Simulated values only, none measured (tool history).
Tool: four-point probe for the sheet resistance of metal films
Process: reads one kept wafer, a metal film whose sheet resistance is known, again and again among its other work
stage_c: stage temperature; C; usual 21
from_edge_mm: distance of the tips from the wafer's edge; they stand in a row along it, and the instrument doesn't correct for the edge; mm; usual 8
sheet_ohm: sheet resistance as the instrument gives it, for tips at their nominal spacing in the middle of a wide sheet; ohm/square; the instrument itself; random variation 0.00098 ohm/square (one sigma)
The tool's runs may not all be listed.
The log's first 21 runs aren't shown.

run,hour,stage_c,from_edge_mm,touches since the probe head was changed,hours of work since the stage's thermometer was calibrated,sheet_ohm
22,982.3,30,3,21210,520,4.974699
23,1019.5,30,3,21940,547,4.975278
24,1079.0,22,30,23108,591,4.873725
25,1117.5,21,72,23863,618,4.868123
26,1161.6,26,72,24729,650,4.886986
27,1231.1,28,62,26094,701,4.894715
28,1268.0,28,4,26817,728,4.936281
29,1301.0,30,32,27467,752,4.902405
30,1370.2,30,28,28824,802,4.902449
31,1426.9,27,8,29938,843,4.899832
32,1471.4,20,41,30810,875,4.863658

Forecast each of these 4 alternatives for the next run:
A,1509.8,35,10,31564,903,?
B,1509.8,20,18,31564,903,?
C,1509.8,26,56,31564,903,?
D,1509.8,32,30,31564,903,?

run,sheet_ohm
A,4.925220
B,4.864258
C,4.884983
D,4.907622
Without the tool's hidden state the same runs would have given:
run,sheet_ohm
A,4.926783
B,4.865914
C,4.886600
D,4.909202
